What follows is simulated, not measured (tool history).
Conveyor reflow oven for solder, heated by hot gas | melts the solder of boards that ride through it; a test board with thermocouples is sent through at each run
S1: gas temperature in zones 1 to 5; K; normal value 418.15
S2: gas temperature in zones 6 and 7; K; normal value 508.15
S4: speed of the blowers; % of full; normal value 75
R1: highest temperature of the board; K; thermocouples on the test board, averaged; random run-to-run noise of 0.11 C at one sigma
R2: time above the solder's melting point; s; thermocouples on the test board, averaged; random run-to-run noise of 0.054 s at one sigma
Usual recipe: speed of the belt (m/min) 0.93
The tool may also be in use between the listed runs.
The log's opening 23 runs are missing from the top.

Run 24, day 11: usual settings but S1 406.15 K, speed of the belt (m/min) 0.911, S4 81 % of full. Result: R1 486.55 K, R2 36.32 s.
Run 25, day 11.279: usual settings but S1 406.15 K, speed of the belt (m/min) 0.911, S4 81 % of full. Result: R1 486.55 K, R2 36.26 s.
Run 26, day 11.608: usual settings but S1 406.15 K, speed of the belt (m/min) 1.074, S4 81 % of full. Result: R1 480.35 K, R2 26.32 s.
Run 27, day 12.021: usual settings but speed of the belt (m/min) 0.786, S4 71 % of full. Result: R1 490.75 K, R2 48.68 s.
At day 12.517: flux residue cleaned out of gas plates and filters.
Run 28, day 12.808: usual settings but S1 427.15 K, speed of the belt (m/min) 0.786, S4 59 % of full. Result: R1 489.65 K, R2 50.95 s.
Run 29, day 13.325: usual settings but S1 427.15 K, speed of the belt (m/min) 0.786, S4 59 % of full. Result: R1 489.45 K, R2 50.95 s.
Run 30, day 13.925: usual settings but S1 407.15 K, S2 509.15 K, speed of the belt (m/min) 0.786, S4 59 % of full. Result: R1 486.05 K, R2 41.98 s.
Run 31, day 14.558: usual settings but S1 432.15 K, S2 510.15 K, speed of the belt (m/min) 0.825, S4 53 % of full. Result: R1 488.55 K, R2 49.26 s.
Run 32, day 15.133: usual settings but S1 411.15 K, S2 519.15 K, speed of the belt (m/min) 0.825, S4 84 % of full. Result: R1 501.25 K, R2 50.06 s.

Below are 3 alternative next runs, each starting from the tool's condition after run 32. Predict each:
Run A, day 15.746: usual settings but S1 411.15 K, S2 516.15 K, speed of the belt (m/min) 0.825, S4 84 % of full. Result: R1 ?, R2 ?.
Run B, day 15.746: usual settings but speed of the belt (m/min) 1.034. Result: R1 ?, R2 ?.
Run C, day 15.746: usual settings but S1 420.15 K, S2 498.15 K, speed of the belt (m/min) 0.893, S4 84 % of full. Result: R1 ?, R2 ?.

run      R1     R2
  A  498.65  48.78
  B  483.35  32.11
  C  482.25  38.74
Had the tool no hidden state, the same runs would have come out as:
run      R1     R2
  A  500.75  48.71
  B  485.25  32.59
  C  484.25  39.25
